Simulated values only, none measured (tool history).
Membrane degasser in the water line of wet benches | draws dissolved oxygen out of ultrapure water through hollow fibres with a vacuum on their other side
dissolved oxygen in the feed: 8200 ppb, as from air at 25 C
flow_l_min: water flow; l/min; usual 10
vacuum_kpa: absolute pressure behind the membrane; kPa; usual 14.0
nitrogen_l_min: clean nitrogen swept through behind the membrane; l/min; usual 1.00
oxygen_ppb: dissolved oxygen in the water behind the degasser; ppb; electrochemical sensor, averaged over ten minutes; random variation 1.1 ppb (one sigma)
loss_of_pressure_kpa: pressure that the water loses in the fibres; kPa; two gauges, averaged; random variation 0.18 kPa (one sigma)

Run 1, hour 0.0: usual settings. Result: oxygen_ppb 283.3 ppb, loss_of_pressure_kpa 55.18 kPa.
Run 2, hour 32.7: usual settings. Result: oxygen_ppb 285.6 ppb, loss_of_pressure_kpa 55.13 kPa.
Run 3, hour 52.6: usual settings. Result: oxygen_ppb 285.1 ppb, loss_of_pressure_kpa 55.27 kPa.
Run 4, hour 82.2: usual settings. Result: oxygen_ppb 285.4 ppb, loss_of_pressure_kpa 54.79 kPa.
Run 5, hour 128.7: usual settings. Result: oxygen_ppb 285.6 ppb, loss_of_pressure_kpa 55.09 kPa.
Run 6, hour 154.3: usual settings. Result: oxygen_ppb 283.9 ppb, loss_of_pressure_kpa 55.12 kPa.
Run 7, hour 199.5: usual settings. Result: oxygen_ppb 283.7 ppb, loss_of_pressure_kpa 55.10 kPa.
Run 8, hour 245.7: usual settings. Result: oxygen_ppb 283.9 ppb, loss_of_pressure_kpa 54.85 kPa.
Run 9, hour 293.1: usual settings but flow_l_min 12 l/min, vacuum_kpa 18.3 kPa, nitrogen_l_min 1.56 l/min. Result: oxygen_ppb 318.5 ppb, loss_of_pressure_kpa 65.59 kPa.
Run 10, hour 326.4: usual settings but flow_l_min 12 l/min, vacuum_kpa 18.3 kPa, nitrogen_l_min 1.56 l/min. Result: oxygen_ppb 318.1 ppb, loss_of_pressure_kpa 65.55 kPa.
Run 11, hour 368.5: usual settings but flow_l_min 12 l/min, vacuum_kpa 18.3 kPa, nitrogen_l_min 1.56 l/min. Result: oxygen_ppb 319.4 ppb, loss_of_pressure_kpa 66.18 kPa.
Run 12, hour 407.8: usual settings but flow_l_min 13 l/min, vacuum_kpa 19.0 kPa. Result: oxygen_ppb 513.7 ppb, loss_of_pressure_kpa 71.47 kPa.
At hour 411.3: vacuum gauge calibrated.
Run 13, hour 447.5: usual settings but flow_l_min 13 l/min, vacuum_kpa 19.0 kPa. Result: oxygen_ppb 510.9 ppb, loss_of_pressure_kpa 71.59 kPa.
Run 14, hour 487.4: usual settings but flow_l_min 12 l/min, nitrogen_l_min 0.49 l/min. Result: oxygen_ppb 588.4 ppb, loss_of_pressure_kpa 66.00 kPa.
Run 15, hour 523.2: usual settings but flow_l_min 6 l/min, vacuum_kpa 10.9 kPa, nitrogen_l_min 2.51 l/min. Result: oxygen_ppb 56.6 ppb, loss_of_pressure_kpa 33.06 kPa.
Run 16, hour 566.3: usual settings but flow_l_min 9 l/min, vacuum_kpa 8.8 kPa, nitrogen_l_min 1.08 l/min. Result: oxygen_ppb 136.8 ppb, loss_of_pressure_kpa 49.60 kPa.

Forecast each of these 5 alternatives for the next run:
Run A, hour 600.1: usual settings but vacuum_kpa 15.2 kPa, nitrogen_l_min 0.82 l/min. Result: oxygen_ppb ?, loss_of_pressure_kpa ?.
Run B, hour 600.1: usual settings but flow_l_min 9 l/min, vacuum_kpa 12.4 kPa, nitrogen_l_min 0.94 l/min. Result: oxygen_ppb ?, loss_of_pressure_kpa ?.
Run C, hour 600.1: usual settings but vacuum_kpa 8.8 kPa, nitrogen_l_min 1.08 l/min. Result: oxygen_ppb ?, loss_of_pressure_kpa ?.
Run D, hour 600.1: usual settings but flow_l_min 12 l/min, vacuum_kpa 26.6 kPa, nitrogen_l_min 0.82 l/min. Result: oxygen_ppb ?, loss_of_pressure_kpa ?.
Run E, hour 600.1: usual settings but flow_l_min 6 l/min, vacuum_kpa 9.6 kPa, nitrogen_l_min 2.23 l/min. Result: oxygen_ppb ?, loss_of_pressure_kpa ?.

run  oxygen_ppb  loss_of_pressure_kpa
  A       369.3                 55.08
  B       234.9                 49.52
  C       153.3                 54.91
  D       783.1                 65.96
  E        53.8                 33.21
Without the tool's hidden state the same runs would have given:
run  oxygen_ppb  loss_of_pressure_kpa
  A       354.5                 54.87
  B       223.7                 49.33
  C       146.6                 54.70
  D       758.4                 65.71
  E        49.4                 33.08
